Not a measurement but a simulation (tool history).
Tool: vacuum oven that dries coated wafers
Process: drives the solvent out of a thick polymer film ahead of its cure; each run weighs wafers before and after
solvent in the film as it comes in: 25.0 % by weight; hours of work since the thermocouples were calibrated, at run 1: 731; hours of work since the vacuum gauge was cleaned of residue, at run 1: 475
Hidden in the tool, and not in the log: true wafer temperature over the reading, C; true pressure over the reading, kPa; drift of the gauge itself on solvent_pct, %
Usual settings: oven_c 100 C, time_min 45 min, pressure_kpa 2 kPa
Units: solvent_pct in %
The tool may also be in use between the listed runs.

run     day  oven_c  time_min  pressure_kpa  hours of work since the thermocouples were calibrated  hours of work since the vacuum gauge was cleaned of residue  solvent_pct
  1       0     100        45             2                                                    731                                                          475         3.64
  2   2.558     100        45             2                                                    758                                                          502         3.65
  3   4.962     100        45             2                                                    783                                                          527         3.72
  4    8.15     100        45             2                                                    817                                                          561         3.67
  5  11.304     100        45             2                                                    851                                                          595         3.56
  6  13.425     100        45             2                                                    873                                                          617         3.69
     16.688  -- oven's thermocouples calibrated
  7  16.688     100        30             2                                                      0                                                          651         6.36
  8  19.896     103        45             2                                                     34                                                          685         2.52
  9    22.9     103        45             2                                                     66                                                          716         2.61
 10  26.183     100        45          3.73                                                    101                                                          751         3.88
 11  29.029     100        45          3.73                                                    131                                                          781         4.01
 12  32.142     100        45          3.73                                                    164                                                          814         3.86
 13  35.012     100        45             2                                                    194                                                          845         3.74
 14  36.604     100        45             2                                                    211                                                          861         3.65
 15  38.567     100        45             2                                                    232                                                          882         3.73
 16  41.238      85        45             2                                                    260                                                          910        10.74
 17  42.667     100        31             2                                                    275                                                          926         6.14
 18  45.775     100        45             2                                                    308                                                          959         3.57
 19  49.242     113        23          1.61                                                    345                                                          995         2.85
 20  52.492     113        23          1.61                                                    379                                                         1030         2.98
 21  54.333     113        44          5.35                                                    398                                                         1049         1.08
 22  56.208     113        44          5.35                                                    418                                                         1069          1.1
 23  59.558     100        65             2                                                    454                                                         1104          1.9
 24  63.088     106        45          4.05                                                    491                                                         1142         1.99
 25  64.692     100        52          1.61                                                    508                                                         1159         2.83
 26  66.292      97        52          1.15                                                    525                                                         1176          3.8
 27  67.921      97        52          1.15                                                    542                                                         1193         3.74
 28   70.55     105        52          4.21                                                    570                                                         1221         1.93
 29  73.183     105        52          4.21                                                    598                                                         1249         1.74
 30  75.629     100        45             2                                                    624                                                         1275         3.62
 31  77.338     100        62          1.21                                                    642                                                         1293         1.96
 32  79.621     103        67          7.56                                                    666                                                         1317         2.05
 33  81.975     100        24          2.14                                                    691                                                         1342          7.9
 34  83.758     100        24          2.14                                                    710                                                         1361         7.97
 35  87.125     110        48          4.34                                                    746                                                         1396         1.24
 36  90.638     110        48          4.34                                                    783                                                         1433          1.2

Hidden state at the last listed run before each entry between runs and at the first one after, where it differs:
Between runs 6 and 7: oven's thermocouples calibrated (day 16.688)
  true wafer temperature over the reading, C: -0.05 -> 0; true pressure over the reading, kPa: 0.008 -> 0.009
